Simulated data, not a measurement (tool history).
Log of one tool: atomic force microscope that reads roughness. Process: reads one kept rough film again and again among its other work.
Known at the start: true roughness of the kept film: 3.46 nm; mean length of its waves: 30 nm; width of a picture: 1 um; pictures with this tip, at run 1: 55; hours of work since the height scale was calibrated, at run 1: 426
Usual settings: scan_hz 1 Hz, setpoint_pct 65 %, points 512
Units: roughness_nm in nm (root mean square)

run	hour	scan_hz	setpoint_pct	points	pictures with this tip	hours of work since the height scale was calibrated	roughness_nm
1	0	1	65	512	55	426	2.844
2	12.8	1	65	512	67	433	2.81
3	22.1	1.87	65	512	76	438	2.756
4	39.6	1	65	512	93	448	2.756
5	54.7	1	65	512	108	457	2.738
6	71.2	1	65	512	124	466	2.705
7	89.3	1	65	512	141	476	2.657
8	111.1	1	65	512	162	489	2.632
9	127.9	1	56	512	179	498	2.633
10	143.9	1	64	512	194	507	2.575
11	158	1	64	512	208	515	2.575
12	173.3	1.4	65	512	223	524	2.528
13	183.1	1.4	65	512	232	529	2.522
# hour 186.9: new tip fitted
14	197.3	0.62	65	512	10	537	2.933
15	212.3	1	87	512	25	546	2.799
16	224.8	1	65	982	37	553	2.846
17	245.3	2.75	65	351	57	564	2.757
18	259.6	1.34	68	512	71	572	2.777
19	274.9	1	64	512	85	581	2.781
20	287.9	0.67	70	333	98	588	2.765
21	310.4	0.67	70	333	120	601	2.703
22	321.1	3.65	81	258	130	607	2.451
23	330.9	3.65	81	258	139	613	2.433
24	340.9	1	61	642	149	618	2.672
25	362.1	1	68	512	170	630	2.616
26	372.9	1	68	512	180	636	2.599
27	393.9	1	68	512	200	648	2.573
28	404.6	0.62	89	915	211	654	2.518
29	416	0.55	89	423	222	661	2.525
30	427.5	3.15	78	929	233	667	2.393
# hour 429.9: new tip fitted
31	445.2	3.15	78	929	15	677	2.73

How the hidden state differs across the entries between the runs, from the last listed run before each to the first after it:
Between runs 13 and 14: new tip fitted (hour 186.9)
  radius of the tip, nm: 22.5 -> 10.8; height scale over the true one, %: -0.49 -> -0.5
  measured less the result without the state, roughness_nm: -0.429 -> -0.045 nm (root mean square)
Between runs 30 and 31: new tip fitted (hour 429.9)
  radius of the tip, nm: 22.4 -> 11.5; height scale over the true one, %: -0.66 -> -0.67
  measured less the result without the state, roughness_nm: -0.411 -> -0.074 nm (root mean square)

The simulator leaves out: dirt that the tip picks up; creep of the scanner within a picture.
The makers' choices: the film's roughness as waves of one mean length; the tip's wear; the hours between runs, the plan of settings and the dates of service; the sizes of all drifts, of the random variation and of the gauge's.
